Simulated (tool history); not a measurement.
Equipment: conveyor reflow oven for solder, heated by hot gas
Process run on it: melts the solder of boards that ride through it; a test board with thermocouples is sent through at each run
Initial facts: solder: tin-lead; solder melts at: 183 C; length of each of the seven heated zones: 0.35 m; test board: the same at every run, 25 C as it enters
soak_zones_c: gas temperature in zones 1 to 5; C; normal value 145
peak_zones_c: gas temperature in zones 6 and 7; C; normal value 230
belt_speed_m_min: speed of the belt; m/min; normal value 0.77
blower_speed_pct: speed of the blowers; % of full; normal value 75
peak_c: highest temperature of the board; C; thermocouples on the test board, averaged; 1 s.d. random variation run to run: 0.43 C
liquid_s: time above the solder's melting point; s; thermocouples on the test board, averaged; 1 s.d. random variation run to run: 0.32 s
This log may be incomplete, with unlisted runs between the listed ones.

run 1 day=0 | soak_zones_c=145 peak_zones_c=230 belt_speed_m_min=0.77 blower_speed_pct=75 | peak_c=211.1 liquid_s=38.4
-- day=2.862 flux residue cleaned out of gas plates and filters
run 2 day=3.117 | soak_zones_c=145 peak_zones_c=230 belt_speed_m_min=0.77 blower_speed_pct=75 | peak_c=214.9 liquid_s=42
run 3 day=6.042 | soak_zones_c=145 peak_zones_c=228 belt_speed_m_min=0.77 blower_speed_pct=75 | peak_c=212.8 liquid_s=40.3
run 4 day=8.025 | soak_zones_c=145 peak_zones_c=228 belt_speed_m_min=0.894 blower_speed_pct=75 | peak_c=208.3 liquid_s=31.3
run 5 day=11.158 | soak_zones_c=145 peak_zones_c=228 belt_speed_m_min=0.894 blower_speed_pct=75 | peak_c=208.4 liquid_s=30.7
run 6 day=14.783 | soak_zones_c=145 peak_zones_c=230 belt_speed_m_min=0.77 blower_speed_pct=75 | peak_c=214 liquid_s=40.4
run 7 day=16.683 | soak_zones_c=145 peak_zones_c=230 belt_speed_m_min=0.77 blower_speed_pct=54 | peak_c=207.1 liquid_s=34.5
run 8 day=20.221 | soak_zones_c=145 peak_zones_c=230 belt_speed_m_min=0.77 blower_speed_pct=72 | peak_c=213.5 liquid_s=39.8
run 9 day=23.992 | soak_zones_c=145 peak_zones_c=230 belt_speed_m_min=0.704 blower_speed_pct=75 | peak_c=216 liquid_s=46
run 10 day=25.662 | soak_zones_c=145 peak_zones_c=230 belt_speed_m_min=0.704 blower_speed_pct=75 | peak_c=215.3 liquid_s=46.2
-- day=28.208 flux residue cleaned out of gas plates and filters
run 11 day=28.379 | soak_zones_c=145 peak_zones_c=230 belt_speed_m_min=0.77 blower_speed_pct=75 | peak_c=217.1 liquid_s=42.9
run 12 day=31.629 | soak_zones_c=145 peak_zones_c=230 belt_speed_m_min=0.77 blower_speed_pct=75 | peak_c=215.3 liquid_s=42.7
run 13 day=35.596 | soak_zones_c=145 peak_zones_c=230 belt_speed_m_min=0.77 blower_speed_pct=75 | peak_c=216.4 liquid_s=42.4
run 14 day=37.7 | soak_zones_c=145 peak_zones_c=230 belt_speed_m_min=0.77 blower_speed_pct=75 | peak_c=215.5 liquid_s=41.7
run 15 day=39.675 | soak_zones_c=145 peak_zones_c=230 belt_speed_m_min=0.77 blower_speed_pct=75 | peak_c=215.8 liquid_s=42.5
-- day=40.333 thermocouples of zones 6 and 7 changed
run 16 day=42.667 | soak_zones_c=145 peak_zones_c=230 belt_speed_m_min=0.77 blower_speed_pct=75 | peak_c=213.2 liquid_s=40.6
run 17 day=46.371 | soak_zones_c=145 peak_zones_c=230 belt_speed_m_min=0.77 blower_speed_pct=75 | peak_c=212.3 liquid_s=40.4
run 18 day=48.246 | soak_zones_c=145 peak_zones_c=230 belt_speed_m_min=0.77 blower_speed_pct=75 | peak_c=212.6 liquid_s=40.6
run 19 day=51.317 | soak_zones_c=145 peak_zones_c=230 belt_speed_m_min=0.77 blower_speed_pct=75 | peak_c=212.4 liquid_s=39.3
run 20 day=53.183 | soak_zones_c=145 peak_zones_c=230 belt_speed_m_min=0.89 blower_speed_pct=75 | peak_c=206.6 liquid_s=30
-- day=53.592 flux residue cleaned out of gas plates and filters
run 21 day=56.638 | soak_zones_c=131 peak_zones_c=226 belt_speed_m_min=0.89 blower_speed_pct=75 | peak_c=204.4 liquid_s=26.1
run 22 day=59.633 | soak_zones_c=131 peak_zones_c=226 belt_speed_m_min=0.89 blower_speed_pct=75 | peak_c=204.4 liquid_s=25.1
run 23 day=61.521 | soak_zones_c=131 peak_zones_c=226 belt_speed_m_min=0.89 blower_speed_pct=75 | peak_c=203.3 liquid_s=25.3
run 24 day=64.354 | soak_zones_c=145 peak_zones_c=234 belt_speed_m_min=0.643 blower_speed_pct=75 | peak_c=223.2 liquid_s=55.8
-- day=66.408 belt drive overhauled, speed set with a stopwatch
run 25 day=67.558 | soak_zones_c=145 peak_zones_c=234 belt_speed_m_min=0.643 blower_speed_pct=75 | peak_c=222.3 liquid_s=54.3
run 26 day=71.425 | soak_zones_c=145 peak_zones_c=234 belt_speed_m_min=0.662 blower_speed_pct=75 | peak_c=220.2 liquid_s=51.8
run 27 day=74.05 | soak_zones_c=145 peak_zones_c=231 belt_speed_m_min=0.77 blower_speed_pct=63 | peak_c=209.9 liquid_s=36.3
run 28 day=76.921 | soak_zones_c=145 peak_zones_c=231 belt_speed_m_min=0.77 blower_speed_pct=63 | peak_c=209.5 liquid_s=36.4
-- day=79.004 flux residue cleaned out of gas plates and filters
run 29 day=80.683 | soak_zones_c=133 peak_zones_c=227 belt_speed_m_min=0.882 blower_speed_pct=90 | peak_c=211 liquid_s=31.9

Each row is a separate what-if for the run after 29, all from the same tool condition, not one after another. Results?
-- day=81.742 thermocouples of zones 6 and 7 changed
run A day=84.433 | soak_zones_c=148 peak_zones_c=231 belt_speed_m_min=0.77 blower_speed_pct=88 | peak_c=? liquid_s=?
-- day=81.742 thermocouples of zones 6 and 7 changed
run B day=84.433 | soak_zones_c=156 peak_zones_c=241 belt_speed_m_min=0.782 blower_speed_pct=90 | peak_c=? liquid_s=?
-- day=81.742 thermocouples of zones 6 and 7 changed
run C day=84.433 | soak_zones_c=145 peak_zones_c=235 belt_speed_m_min=0.683 blower_speed_pct=80 | peak_c=? liquid_s=?
-- day=81.742 thermocouples of zones 6 and 7 changed
run D day=84.433 | soak_zones_c=156 peak_zones_c=219 belt_speed_m_min=0.77 blower_speed_pct=63 | peak_c=? liquid_s=?

run=A peak_c=219 liquid_s=44.7
run=B peak_c=229.4 liquid_s=50
run=C peak_c=223.4 liquid_s=51.7
run=D peak_c=204.7 liquid_s=37.4
The same runs, with their run-to-run variation unchanged, on a tool lacking any hidden condition would have given:
run=A peak_c=219.4 liquid_s=44.9
run=B peak_c=229.8 liquid_s=50
run=C peak_c=223.7 liquid_s=51.8
run=D peak_c=204.8 liquid_s=37.6
